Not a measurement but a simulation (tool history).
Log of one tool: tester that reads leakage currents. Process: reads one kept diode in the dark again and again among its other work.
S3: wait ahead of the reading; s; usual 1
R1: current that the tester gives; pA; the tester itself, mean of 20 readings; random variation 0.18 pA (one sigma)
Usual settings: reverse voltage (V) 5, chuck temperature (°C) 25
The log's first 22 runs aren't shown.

run 23 hour=794.5 | reverse_voltage_(V)=19.57 chuck_temperature_(°C)=34 S3=0.88 | R1=280.14
run 24 hour=828.1 | reverse_voltage_(V)=14.16 chuck_temperature_(°C)=27 S3=0.71 | R1=137.26
run 25 hour=866.5 | reverse_voltage_(V)=14.16 chuck_temperature_(°C)=27 S3=0.71 | R1=137.83
run 26 hour=903.3 | reverse_voltage_(V)=1.21 chuck_temperature_(°C)=34 S3=6.82 | R1=55.73
run 27 hour=945.2 | reverse_voltage_(V)=4.12 chuck_temperature_(°C)=32 S3=8.12 | R1=96.85
run 28 hour=985.1 | reverse_voltage_(V)=4.12 chuck_temperature_(°C)=32 S3=8.12 | R1=96.67
run 29 hour=1009.4 | reverse_voltage_(V)=4.12 chuck_temperature_(°C)=32 S3=8.12 | R1=96.85
run 30 hour=1056.6 | reverse_voltage_(V)=1.56 chuck_temperature_(°C)=32 S3=8.12 | R1=55.79
run 31 hour=1096.7 | reverse_voltage_(V)=5.85 chuck_temperature_(°C)=25 S3=0.43 | R1=72.58
run 32 hour=1136 | reverse_voltage_(V)=3.17 chuck_temperature_(°C)=25 S3=5.1 | R1=47.95
-- hour=1146.4 chuck's temperature calibrated
run 33 hour=1182.4 | reverse_voltage_(V)=5.72 chuck_temperature_(°C)=25 S3=5.1 | R1=63.9
run 34 hour=1208.1 | reverse_voltage_(V)=2.18 chuck_temperature_(°C)=25 S3=1.2 | R1=36.95
run 35 hour=1249.9 | reverse_voltage_(V)=2.18 chuck_temperature_(°C)=25 S3=1.2 | R1=37.29
run 36 hour=1296.8 | reverse_voltage_(V)=15.64 chuck_temperature_(°C)=47 S3=5.54 | R1=610.41
run 37 hour=1346.4 | reverse_voltage_(V)=5 chuck_temperature_(°C)=40 S3=0.58 | R1=192.71
run 38 hour=1370.9 | reverse_voltage_(V)=5 chuck_temperature_(°C)=58 S3=3.94 | R1=679.23
run 39 hour=1395.6 | reverse_voltage_(V)=5 chuck_temperature_(°C)=58 S3=3.94 | R1=680.42
run 40 hour=1426.7 | reverse_voltage_(V)=1.2 chuck_temperature_(°C)=23 S3=0.35 | R1=23.31

4 ways to go on from here, each from the tool as it stands after run 40. What would each give?
run A hour=1469.4 | reverse_voltage_(V)=1.15 chuck_temperature_(°C)=22 S3=2.75 | R1=?
run B hour=1469.4 | reverse_voltage_(V)=15.49 chuck_temperature_(°C)=23 S3=1 | R1=?
run C hour=1469.4 | reverse_voltage_(V)=15.57 chuck_temperature_(°C)=29 S3=0.35 | R1=?
run D hour=1469.4 | reverse_voltage_(V)=12.76 chuck_temperature_(°C)=30 S3=0.35 | R1=?

run=A R1=20.04
run=B R1=103.42
run=C R1=171.44
run=D R1=164.16
Without the tool's hidden state the same runs would have given:
run=A R1=19.1
run=B R1=96.52
run=C R1=162.66
run=D R1=156.22

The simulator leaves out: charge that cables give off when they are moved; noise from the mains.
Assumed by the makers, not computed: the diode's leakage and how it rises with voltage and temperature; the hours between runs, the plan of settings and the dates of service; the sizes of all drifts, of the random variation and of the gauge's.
